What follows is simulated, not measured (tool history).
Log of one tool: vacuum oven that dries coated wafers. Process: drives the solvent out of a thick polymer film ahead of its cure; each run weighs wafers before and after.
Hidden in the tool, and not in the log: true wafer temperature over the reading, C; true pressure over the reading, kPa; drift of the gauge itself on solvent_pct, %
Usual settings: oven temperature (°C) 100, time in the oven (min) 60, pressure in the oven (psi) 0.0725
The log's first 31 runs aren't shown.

run	hour	oven temperature (°C)	time in the oven (min)	pressure in the oven (psi)	hours of work since the thermocouples were calibrated	hours of work since the vacuum gauge was cleaned of residue	solvent left in the film (%)
32	701.7	100	62	0.1510	965	1047	4.90
33	731.3	100	65	0.2197	985	1067	4.92
34	746.7	86	60	0.2000	995	1078	10.28
35	765.4	86	60	0.2000	1008	1091	10.20
36	786.1	98	60	0.0951	1022	1105	5.74
37	810.1	99	96	0.2635	1039	1121	3.55
38	829.3	99	96	0.2635	1052	1134	3.44
39	853.4	112	93	0.1374	1068	1151	0.78
40	881.3	112	93	0.1374	1087	1170	0.77
41	896.6	90	60	0.1684	1098	1180	8.60
42	912.8	90	60	0.1684	1109	1191	8.78
43	929.4	100	70	0.0725	1120	1203	3.98
44	947.8	98	38	0.0873	1133	1215	8.21
45	969.0	112	52	0.1387	1147	1230	2.28
46	987.2	97	31	0.0589	1159	1242	9.53
47	1002.3	94	39	0.0725	1170	1252	9.34

Forecast each of these 4 alternatives for the next run:
A	1014.8	103	39	0.2096	1178	1261	?
B	1014.8	96	34	0.0454	1178	1261	?
C	1014.8	104	32	0.0505	1178	1261	?
D	1014.8	92	49	0.1890	1178	1261	?

run	solvent left in the film (%)
A	6.88
B	9.34
C	7.27
D	9.01
Without the tool's hidden state the same runs would have given:
run	solvent left in the film (%)
A	6.82
B	9.28
C	7.22
D	8.95

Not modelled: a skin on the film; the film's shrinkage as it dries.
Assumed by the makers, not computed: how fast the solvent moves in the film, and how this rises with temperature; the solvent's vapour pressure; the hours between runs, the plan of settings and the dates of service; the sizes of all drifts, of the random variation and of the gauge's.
